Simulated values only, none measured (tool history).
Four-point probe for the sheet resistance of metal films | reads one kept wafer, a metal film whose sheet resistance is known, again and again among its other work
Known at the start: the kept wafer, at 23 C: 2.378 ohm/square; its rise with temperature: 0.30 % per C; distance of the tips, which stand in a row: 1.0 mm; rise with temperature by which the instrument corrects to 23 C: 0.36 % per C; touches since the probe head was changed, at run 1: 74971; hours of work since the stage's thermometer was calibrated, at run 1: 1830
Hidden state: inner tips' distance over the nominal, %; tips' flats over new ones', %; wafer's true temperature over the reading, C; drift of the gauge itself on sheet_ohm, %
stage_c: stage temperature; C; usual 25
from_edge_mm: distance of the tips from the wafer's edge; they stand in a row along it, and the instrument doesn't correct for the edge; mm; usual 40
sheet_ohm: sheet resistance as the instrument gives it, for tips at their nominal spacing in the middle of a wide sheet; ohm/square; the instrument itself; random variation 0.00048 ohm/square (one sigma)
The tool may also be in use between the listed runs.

| run | day | stage_c | from_edge_mm | touches since the probe head was changed | hours of work since the stage's thermometer was calibrated | sheet_ohm |
|---|---|---|---|---|---|---|
| 1 | 0.000 | 25 | 40 | 74971 | 1830 | 2.360591 |
| 2 | 2.683 | 25 | 40 | 78455 | 1873 | 2.358081 |
| 3 | 5.754 | 25 | 40 | 82440 | 1922 | 2.358024 |
| 4 | 9.208 | 25 | 40 | 86922 | 1978 | 2.357398 |
| 5 | 11.917 | 21 | 40 | 90439 | 2021 | 2.363463 |
| 6 | 14.858 | 25 | 40 | 94255 | 2069 | 2.356667 |
| 7 | 17.533 | 25 | 40 | 97732 | 2112 | 2.355380 |
| 8 | 19.858 | 25 | 40 | 100747 | 2149 | 2.355393 |
| 9 | 21.554 | 25 | 40 | 102946 | 2176 | 2.355408 |
|  | 21.954 | stage's thermometer calibrated |
| 10 | 23.221 | 25 | 40 | 105087 | 20 | 2.352681 |
| 11 | 25.000 | 27 | 21 | 107395 | 49 | 2.350894 |
| 12 | 28.554 | 26 | 13 | 112008 | 106 | 2.357244 |
| 13 | 31.417 | 26 | 13 | 115724 | 152 | 2.355528 |
| 14 | 34.821 | 28 | 12 | 120143 | 207 | 2.352894 |
| 15 | 37.400 | 22 | 46 | 123488 | 248 | 2.353848 |
|  | 39.471 | stage's thermometer calibrated, once more |
| 16 | 39.767 | 29 | 35 | 126536 | 5 | 2.348570 |
| 17 | 42.279 | 29 | 35 | 129797 | 45 | 2.348330 |
| 18 | 44.225 | 28 | 16 | 132320 | 76 | 2.353536 |
| 19 | 46.900 | 18 | 15 | 135793 | 119 | 2.368475 |

Some steps in sheet_ohm between neighbouring runs. How much of each would the tool show without its hidden state too (settings, what came in, random variation), and how much is left for the hidden state, with any gauge scatter that isn't in both results?
Run 15 -> 16: stage_c 22 -> 29, from_edge_mm 46 -> 35, stage's thermometer calibrated, once more. sheet_ohm -0.005278 ohm/square: hidden state +0.004940, all else -0.010218.
Run 18 -> 19: stage_c 28 -> 18, from_edge_mm 16 -> 15. sheet_ohm +0.014939 ohm/square: hidden state -0.000737, all else +0.015676.

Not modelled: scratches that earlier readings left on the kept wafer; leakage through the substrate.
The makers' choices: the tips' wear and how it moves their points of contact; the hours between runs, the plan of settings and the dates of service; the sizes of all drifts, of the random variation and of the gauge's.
